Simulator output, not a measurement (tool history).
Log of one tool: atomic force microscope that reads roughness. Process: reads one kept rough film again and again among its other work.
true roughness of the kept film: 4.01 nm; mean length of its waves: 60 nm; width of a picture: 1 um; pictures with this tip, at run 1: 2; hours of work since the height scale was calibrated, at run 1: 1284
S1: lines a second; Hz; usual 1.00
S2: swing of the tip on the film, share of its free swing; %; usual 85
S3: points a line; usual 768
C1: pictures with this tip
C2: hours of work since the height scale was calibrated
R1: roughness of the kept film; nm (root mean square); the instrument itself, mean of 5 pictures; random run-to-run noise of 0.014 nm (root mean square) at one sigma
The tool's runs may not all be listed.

Run 1, day 0.000: usual settings; C1 2; C2 1284. Result: R1 3.572 nm (root mean square).
At day 0.975: height scale calibrated on a step standard.
Run 2, day 2.512: usual settings; C1 142; C2 26. Result: R1 3.505 nm (root mean square).
Run 3, day 3.933: usual settings; C1 221; C2 51. Result: R1 3.459 nm (root mean square).
At day 5.575: new tip fitted.
Run 4, day 6.675: usual settings; C1 62; C2 98. Result: R1 3.490 nm (root mean square).
Run 5, day 8.108: usual settings; C1 143; C2 123. Result: R1 3.475 nm (root mean square).
Run 6, day 9.425: usual settings but S1 1.74 Hz; C1 217; C2 145. Result: R1 3.215 nm (root mean square).
At day 11.062: new tip fitted.
Run 7, day 11.433: usual settings but S1 1.74 Hz; C1 21; C2 180. Result: R1 3.261 nm (root mean square).
Run 8, day 13.992: usual settings but S1 1.74 Hz; C1 165; C2 224. Result: R1 3.260 nm (root mean square).
Run 9, day 15.879: usual settings but S1 0.86 Hz; C1 271; C2 256. Result: R1 3.515 nm (root mean square).
At day 16.608: new tip fitted.
Run 10, day 18.079: usual settings but S1 0.86 Hz, S2 75 %; C1 83; C2 294. Result: R1 3.683 nm (root mean square).
Run 11, day 19.592: usual settings but S1 1.71 Hz, S2 75 %; C1 168; C2 320. Result: R1 3.501 nm (root mean square).
Run 12, day 21.808: usual settings but S1 1.71 Hz, S2 75 %, S3 386; C1 292; C2 358. Result: R1 3.447 nm (root mean square).
At day 22.271: new tip fitted.
Run 13, day 24.542: usual settings but S1 1.71 Hz, S2 75 %, S3 386; C1 128; C2 405. Result: R1 3.475 nm (root mean square).
Run 14, day 26.321: usual settings but S1 1.71 Hz, S2 75 %, S3 386; C1 229; C2 436. Result: R1 3.449 nm (root mean square).
At day 27.929: new tip fitted.
Run 15, day 28.504: usual settings but S1 1.71 Hz, S2 75 %, S3 386; C1 32; C2 473. Result: R1 3.499 nm (root mean square).
Run 16, day 30.117: usual settings but S1 1.71 Hz, S2 75 %, S3 386; C1 123; C2 501. Result: R1 3.475 nm (root mean square).
Run 17, day 32.475: usual settings; C1 256; C2 541. Result: R1 3.479 nm (root mean square).
At day 33.417: new tip fitted.
Run 18, day 33.700: usual settings; C1 16; C2 562. Result: R1 3.546 nm (root mean square).
Run 19, day 36.358: usual settings; C1 165; C2 608. Result: R1 3.488 nm (root mean square).
Run 20, day 37.817: usual settings but S3 970; C1 247; C2 633. Result: R1 3.498 nm (root mean square).
At day 38.888: new tip fitted.
Run 21, day 40.346: usual settings but S2 86 %; C1 82; C2 676. Result: R1 3.501 nm (root mean square).
Run 22, day 41.908: usual settings but S2 86 %; C1 170; C2 703. Result: R1 3.476 nm (root mean square).
Run 23, day 43.358: usual settings but S1 2.92 Hz; C1 251; C2 728. Result: R1 2.914 nm (root mean square).
At day 44.446: new tip fitted.
Run 24, day 46.150: usual settings but S2 83 %; C1 96; C2 776. Result: R1 3.552 nm (root mean square).
Run 25, day 48.708: usual settings but S2 83 %; C1 240; C2 820. Result: R1 3.535 nm (root mean square).
At day 49.912: new tip fitted.
Run 26, day 51.512: usual settings but S2 83 %; C1 90; C2 868. Result: R1 3.581 nm (root mean square).
Run 27, day 53.417: usual settings but S2 83 %; C1 197; C2 901. Result: R1 3.538 nm (root mean square).
At day 55.396: new tip fitted.
Run 28, day 56.083: usual settings but S2 83 %; C1 38; C2 946. Result: R1 3.574 nm (root mean square).
Run 29, day 58.988: usual settings but S1 2.51 Hz, S2 71 %, S3 400; C1 202; C2 997. Result: R1 3.410 nm (root mean square).
At day 60.946: new tip fitted.
Run 30, day 61.342: usual settings but S2 82 %, S3 600; C1 22; C2 1037. Result: R1 3.585 nm (root mean square).
Run 31, day 63.004: usual settings but S1 0.71 Hz, S3 272; C1 116; C2 1065. Result: R1 3.620 nm (root mean square).
Run 32, day 64.629: usual settings but S1 0.71 Hz, S3 272; C1 207; C2 1093. Result: R1 3.595 nm (root mean square).
Run 33, day 66.288: usual settings but S1 0.51 Hz, S2 78 %, S3 304; C1 301; C2 1122. Result: R1 3.684 nm (root mean square).
At day 66.529: new tip fitted.
Run 34, day 69.217: usual settings but S1 0.59 Hz, S2 57 %, S3 719; C1 152; C2 1172. Result: R1 3.850 nm (root mean square).
Run 35, day 71.754: usual settings but S1 0.53 Hz, S2 67 %, S3 771; C1 294; C2 1216. Result: R1 3.775 nm (root mean square).
At day 72.017: new tip fitted.
Run 36, day 74.112: usual settings but S1 0.53 Hz, S2 67 %, S3 771; C1 118; C2 1256. Result: R1 3.853 nm (root mean square).
At day 76.733: height scale calibrated on a step standard.
Run 37, day 76.733: usual settings but S1 0.53 Hz, S2 67 %, S3 771; C1 263; C2 0. Result: R1 3.767 nm (root mean square).
At day 77.633: new tip fitted.
Run 38, day 79.100: usual settings but S1 0.61 Hz, S2 88 %, S3 512; C1 82; C2 40. Result: R1 3.612 nm (root mean square).
Run 39, day 80.642: usual settings but S1 3.50 Hz, S2 68 %, S3 512; C1 169; C2 67. Result: R1 3.333 nm (root mean square).
Run 40, day 82.792: usual settings but S1 3.50 Hz, S2 68 %, S3 512; C1 290; C2 104. Result: R1 3.305 nm (root mean square).
At day 83.288: new tip fitted.
Run 41, day 85.254: usual settings but S1 3.50 Hz, S2 68 %, S3 512; C1 111; C2 146. Result: R1 3.343 nm (root mean square).
Run 42, day 86.938: usual settings but S1 0.55 Hz, S2 64 %, S3 460; C1 205; C2 175. Result: R1 3.788 nm (root mean square).
At day 88.838: new tip fitted.
Run 43, day 89.450: usual settings but S1 0.55 Hz, S2 64 %, S3 460; C1 35; C2 218. Result: R1 3.857 nm (root mean square).
Run 44, day 91.742: usual settings but S1 3.53 Hz, S2 62 %, S3 322; C1 164; C2 258. Result: R1 3.470 nm (root mean square).
Run 45, day 94.104: usual settings but S1 2.72 Hz, S3 283; C1 297; C2 298. Result: R1 2.946 nm (root mean square).
At day 94.358: new tip fitted.
Run 46, day 96.358: usual settings but S3 555; C1 113; C2 337. Result: R1 3.526 nm (root mean square).

Run 47 comes next. What will it give?
Run 47, day 99.183: usual settings but S1 1.55 Hz, S2 59 %, S3 426; C1 272; C2 386. Result: R1 ?.

R1: 3.694 nm (root mean square)
Without the tool's hidden state the same run would have given R1 3.756 nm (root mean square).
